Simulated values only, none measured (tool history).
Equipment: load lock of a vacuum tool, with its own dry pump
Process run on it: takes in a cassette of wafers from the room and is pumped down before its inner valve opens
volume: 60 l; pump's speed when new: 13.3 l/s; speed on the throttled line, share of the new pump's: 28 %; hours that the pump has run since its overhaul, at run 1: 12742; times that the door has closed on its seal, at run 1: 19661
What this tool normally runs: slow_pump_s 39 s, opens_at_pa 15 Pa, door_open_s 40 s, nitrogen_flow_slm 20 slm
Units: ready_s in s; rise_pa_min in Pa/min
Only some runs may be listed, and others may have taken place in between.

run	hour	slow_pump_s	opens_at_pa	door_open_s	nitrogen_flow_slm	hours that the pump has run since its overhaul	times that the door has closed on its seal	incoming humidity of the room's air, %	ready_s	rise_pa_min
1	0.0	39	15	40	20	12742	19661	43.5	72.0	0.148
2	306.9	39	15	31	20	13049	20630	48.7	70.9	0.165
3	515.9	39	15	31	20	13258	21290	45.8	71.3	0.168
4	785.9	39	15	213	20	13528	22142	45.2	71.2	0.196
5	1078.8	39	15	213	20	13821	23067	47.5	71.7	0.209
6	1405.9	39	15	213	20	14148	24100	46.5	71.5	0.223
7	1636.2	39	15	213	20	14378	24827	45.6	72.1	0.227
8	1954.5	39	15	122	20	14697	25832	44.7	71.5	0.219
9	2158.0	39	15	122	20	14900	26474	43.7	71.7	0.233
10	2531.7	39	15	40	20	15274	27655	49.0	72.1	0.238
11	2927.4	39	15	40	20	15670	28904	43.5	72.2	0.250
12	3269.3	39	15	40	20	16012	29984	49.4	72.4	0.267
13	3456.8	39	15	40	20	16199	30576	48.4	72.4	0.272
14	3645.8	39	15	40	20	16388	31172	46.9	72.4	0.286
15	3885.7	32	15	40	20	16628	31930	42.6	67.6	0.285
16	4075.7	32	15	40	20	16818	32530	47.5	67.3	0.298
17	4435.9	32	15	40	20	17178	33667	48.3	67.8	0.316
18	4807.5	32	15	40	20	17550	34840	41.0	67.7	0.329
19	5181.1	53	20	31	5	17923	36020	43.5	81.2	0.353
20	5370.3	60	20	94	5	18113	36617	44.6	85.8	0.382
21	5769.1	27	10	46	5	18511	37877	43.7	66.6	0.401
22	6070.7	27	10	46	5	18813	38829	47.9	67.0	0.410
23	6436.1	39	20	40	40	19178	39983	43.9	71.7	0.381
24	6848.0	39	20	40	40	19590	41283	46.6	72.0	0.411
25	7188.9	33	13	108	4	19931	42360	45.6	70.5	0.467
26	7598.9	62	13	108	4	20341	43654	45.4	89.6	0.482
27	7828.0	62	17	103	4	20570	44378	42.8	88.0	0.498
28	8203.9	56	15	40	20	20946	45565	45.6	85.2	0.488
29	8459.1	58	16	195	5	21201	46370	40.6	86.1	0.539
30	8679.3	62	13	40	17	21421	47066	44.6	89.7	0.511
31	9094.9	62	13	40	17	21837	48378	44.5	90.4	0.539
32	9299.1	62	13	40	17	22041	49023	44.5	89.8	0.541
33	9672.6	62	13	40	17	22415	50202	45.3	90.0	0.573
# hour 9889.4: dry pump taken out, an overhauled one fitted
34	9889.4	54	13	26	17	0	50868	43.2	79.9	0.573
# hour 9951.4: door's seal changed, seat wiped
35	10079.6	39	13	43	5	189	405	48.3	69.2	0.053
36	10347.2	39	11	40	10	456	1250	46.9	70.6	0.043

Measured less the same run without the tool's hidden state. The same run-to-run variation is in both; the gauge's scatter may not be:
The tool's hidden condition here consists of: pump's speed, % of a new pump's; leak at the door's seal, Pa l/s; drift of the gauge itself on ready_s, %; drift of the gauge itself on rise_pa_min, %.
run	ready_s	rise_pa_min
1	+3.2	+0.123
2	+3.2	+0.134
3	+3.3	+0.142
4	+3.3	+0.150
5	+3.3	+0.157
6	+3.3	+0.169
7	+3.4	+0.177
8	+3.6	+0.185
9	+3.7	+0.192
10	+3.8	+0.204
11	+3.9	+0.219
12	+4.0	+0.239
13	+4.0	+0.239
14	+4.1	+0.253
15	+4.3	+0.258
16	+4.3	+0.269
17	+4.5	+0.284
18	+4.5	+0.300
19	+3.6	+0.310
20	+3.5	+0.317
21	+5.3	+0.347
22	+5.5	+0.353
23	+4.6	+0.364
24	+4.7	+0.389
25	+5.4	+0.398
26	+4.0	+0.420
27	+3.9	+0.437
28	+4.4	+0.462
29	+4.4	+0.469
30	+4.3	+0.479
31	+4.4	+0.507
32	+4.5	+0.513
33	+4.5	+0.544
34	+0.4	+0.549
35	+0.5	+0.001
36	+0.6	+0.004

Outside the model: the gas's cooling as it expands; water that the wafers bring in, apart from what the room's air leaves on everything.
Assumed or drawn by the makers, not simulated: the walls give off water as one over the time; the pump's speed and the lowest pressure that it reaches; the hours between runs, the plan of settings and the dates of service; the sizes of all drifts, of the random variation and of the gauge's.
